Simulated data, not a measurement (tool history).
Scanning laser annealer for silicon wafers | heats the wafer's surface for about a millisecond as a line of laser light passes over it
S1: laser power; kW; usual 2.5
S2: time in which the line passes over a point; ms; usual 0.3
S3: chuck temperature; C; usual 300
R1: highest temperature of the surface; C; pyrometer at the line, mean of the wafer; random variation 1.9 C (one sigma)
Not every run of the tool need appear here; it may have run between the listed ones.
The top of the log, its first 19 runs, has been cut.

run,day,S1,S2,S3,R1
20,22.292,2.5,0.3,332,1100
# day 23.121: window over the wafer cleaned
21,24.054,2.232,0.3,332,1046
22,24.846,2.553,0.287,301,1096
23,25.925,2.292,0.34,315,1090
24,27.329,2.292,0.34,315,1088
25,28.292,2.371,0.3,300,1050
26,29.192,2.397,0.214,299,953
27,29.933,2.397,0.315,291,1070
28,31.221,2.513,0.3,300,1094
29,32.425,2.513,0.3,300,1096
30,33.925,2.513,0.3,300,1096
31,35.058,2.416,0.322,300,1090
32,36.725,2.221,0.322,327,1055
33,38.379,2.136,0.322,287,988
# day 39.1: optics aligned, line set to its width
34,40.083,2.136,0.322,309,1021
35,41.579,2.136,0.322,309,1021
36,42.571,2.65,0.3,270,1109
37,43.254,2.163,0.284,300,978
38,44.854,2.163,0.284,300,979
39,46,2.185,0.34,300,1042
40,47.129,2.722,0.315,319,1199
41,48.712,2.722,0.221,319,1067

Consider 3 possible next runs. They are alternatives, not a sequence: every one starts from the tool as it was left by run 41. What does each give?
A,50.233,2.574,0.365,300,?
B,50.233,2.57,0.3,293,?
C,50.233,2.416,0.211,319,?

run,R1
A,1189
B,1108
C,975
Without the tool's hidden state the same runs would have given:
run,R1
A,1207
B,1124
C,988

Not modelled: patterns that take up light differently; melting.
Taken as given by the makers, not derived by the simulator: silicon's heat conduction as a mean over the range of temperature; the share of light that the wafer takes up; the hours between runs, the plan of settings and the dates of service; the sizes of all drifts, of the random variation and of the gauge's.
